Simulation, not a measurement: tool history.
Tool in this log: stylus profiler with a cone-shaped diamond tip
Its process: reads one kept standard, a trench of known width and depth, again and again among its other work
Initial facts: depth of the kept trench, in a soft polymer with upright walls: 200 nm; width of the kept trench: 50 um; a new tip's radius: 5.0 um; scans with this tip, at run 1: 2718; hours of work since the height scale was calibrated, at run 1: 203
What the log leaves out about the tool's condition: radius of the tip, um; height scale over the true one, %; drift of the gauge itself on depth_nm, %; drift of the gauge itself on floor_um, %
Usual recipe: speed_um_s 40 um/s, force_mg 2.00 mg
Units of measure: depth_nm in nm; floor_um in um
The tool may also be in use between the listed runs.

run    hour  speed_um_s  force_mg  scans with this tip  hours of work since the height scale was calibrated  depth_nm  floor_um
  1     0.0          40      2.00                 2718                                                  203    201.30     46.85
  2    72.5          40      5.36                 3158                                                  236    202.58     46.94
  3   175.4          40      5.36                 3782                                                  283    202.55     46.96
  4   267.0          11      2.00                 4337                                                  324    201.30     47.03
  5   313.4          40      2.00                 4619                                                  345    201.22     46.85
  6   410.1          40      2.00                 5206                                                  389    201.22     46.77
  7   454.1          10      2.00                 5473                                                  409    201.30     46.95
      463.8  -- height scale calibrated on a step standard
  8   509.6          40      0.97                 5806                                                   21    200.41     46.60
  9   584.2          43      3.74                 6259                                                   55    201.64     46.84
 10   648.1          43      3.74                 6646                                                   84    201.78     46.77
 11   729.8          43      3.74                 7142                                                  121    201.63     46.80
 12   808.7          17      1.09                 7621                                                  156    200.46     46.84
 13   882.2          30      0.77                 8067                                                  190    200.13     46.66
      925.4  -- height scale calibrated on a step standard, once more
 14   974.8          30      0.77                 8625                                                   22    200.80     46.65
 15  1047.6          30      0.77                 9067                                                   55    200.78     46.67

Predict each of these 4 candidate next runs independently; none follows another, all start after run 15:
  A  1151.1          33      3.89                 9695                                                  102         ?         ?
  B  1151.1          11      2.54                 9695                                                  102         ?         ?
  C  1151.1          22      1.28                 9695                                                  102         ?         ?
  D  1151.1          96      3.61                 9695                                                  102         ?         ?

run  depth_nm  floor_um
  A    202.44     46.69
  B    201.63     46.84
  C    200.94     46.78
  D    202.24     46.49
With the hidden condition removed and each run's random variation left untouched, the same runs would have given:
run  depth_nm  floor_um
  A    202.43     46.95
  B    201.62     47.11
  C    200.93     47.05
  D    202.23     46.76
